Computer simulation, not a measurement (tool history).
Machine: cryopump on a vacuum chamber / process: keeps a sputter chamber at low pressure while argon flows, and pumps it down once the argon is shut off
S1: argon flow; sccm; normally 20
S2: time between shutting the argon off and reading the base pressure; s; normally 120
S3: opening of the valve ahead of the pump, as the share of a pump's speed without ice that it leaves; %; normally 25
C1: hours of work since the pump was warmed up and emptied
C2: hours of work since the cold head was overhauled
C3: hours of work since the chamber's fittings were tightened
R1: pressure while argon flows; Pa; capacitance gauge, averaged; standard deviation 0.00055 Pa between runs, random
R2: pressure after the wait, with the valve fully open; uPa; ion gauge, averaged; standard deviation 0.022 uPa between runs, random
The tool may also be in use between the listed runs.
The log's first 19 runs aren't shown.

{"run": 20, "hour": 438.6, "S1": 13, "S2": 224, "S3": 25, "C1": 478, "C2": 1133, "C3": 260, "R1": 0.0416, "R2": 0.42}
{"run": 21, "hour": 455.0, "S1": 20, "S2": 50, "S3": 19, "C1": 492, "C2": 1147, "C3": 275, "R1": 0.0844, "R2": 1.39}
{"run": 22, "hour": 481.1, "S1": 20, "S2": 50, "S3": 19, "C1": 515, "C2": 1170, "C3": 298, "R1": 0.0835, "R2": 1.4}
{"run": 23, "hour": 507.5, "S1": 20, "S2": 50, "S3": 19, "C1": 539, "C2": 1194, "C3": 321, "R1": 0.0827, "R2": 1.33}
{"run": 24, "hour": 521.2, "S1": 20, "S2": 59, "S3": 25, "C1": 551, "C2": 1206, "C3": 334, "R1": 0.0651, "R2": 1.21}
{"run": 25, "hour": 540.1, "S1": 20, "S2": 59, "S3": 25, "C1": 568, "C2": 1223, "C3": 350, "R1": 0.0658, "R2": 1.18}
{"run": 26, "hour": 566.6, "S1": 20, "S2": 36, "S3": 16, "C1": 591, "C2": 1246, "C3": 374, "R1": 0.0996, "R2": 1.79}
{"run": 27, "hour": 595.6, "S1": 24, "S2": 120, "S3": 40, "C1": 617, "C2": 1272, "C3": 399, "R1": 0.052, "R2": 0.74}
{"hour": 613.3, "done": "pump warmed up, emptied and cooled again"}
{"run": 28, "hour": 627.4, "S1": 24, "S2": 120, "S3": 40, "C1": 12, "C2": 1296, "C3": 423, "R1": 0.0446, "R2": 0.64}
{"run": 29, "hour": 654.2, "S1": 29, "S2": 120, "S3": 22, "C1": 36, "C2": 1319, "C3": 447, "R1": 0.0988, "R2": 0.64}
{"run": 30, "hour": 670.3, "S1": 29, "S2": 120, "S3": 22, "C1": 50, "C2": 1334, "C3": 461, "R1": 0.0986, "R2": 0.63}
{"run": 31, "hour": 694.4, "S1": 29, "S2": 120, "S3": 22, "C1": 72, "C2": 1355, "C3": 483, "R1": 0.0993, "R2": 0.66}
{"run": 32, "hour": 709.1, "S1": 38, "S2": 71, "S3": 23, "C1": 85, "C2": 1368, "C3": 496, "R1": 0.125, "R2": 0.98}
{"run": 33, "hour": 737.3, "S1": 38, "S2": 71, "S3": 23, "C1": 110, "C2": 1393, "C3": 521, "R1": 0.1247, "R2": 1.01}
{"run": 34, "hour": 765.8, "S1": 13, "S2": 67, "S3": 16, "C1": 135, "C2": 1418, "C3": 546, "R1": 0.0618, "R2": 1.07}

Each row is a separate what-if for the run after 34, all from the same tool condition, not one after another. Results?
{"run": "A", "hour": 793.8, "S1": 21, "S2": 67, "S3": 32, "C1": 160, "C2": 1443, "C3": 571, "R1": "?", "R2": "?"}
{"run": "B", "hour": 793.8, "S1": 20, "S2": 25, "S3": 25, "C1": 160, "C2": 1443, "C3": 571, "R1": "?", "R2": "?"}
{"run": "C", "hour": 793.8, "S1": 24, "S2": 191, "S3": 30, "C1": 160, "C2": 1443, "C3": 571, "R1": "?", "R2": "?"}

run=A R1=0.0501 R2=1.06
run=B R1=0.0604 R2=2.48
run=C R1=0.0622 R2=0.52
Stripped of hidden state, with their random variation kept, the same runs would have yielded:
run=A R1=0.0482 R2=0.95
run=B R1=0.0586 R2=2.37
run=C R1=0.0600 R2=0.41

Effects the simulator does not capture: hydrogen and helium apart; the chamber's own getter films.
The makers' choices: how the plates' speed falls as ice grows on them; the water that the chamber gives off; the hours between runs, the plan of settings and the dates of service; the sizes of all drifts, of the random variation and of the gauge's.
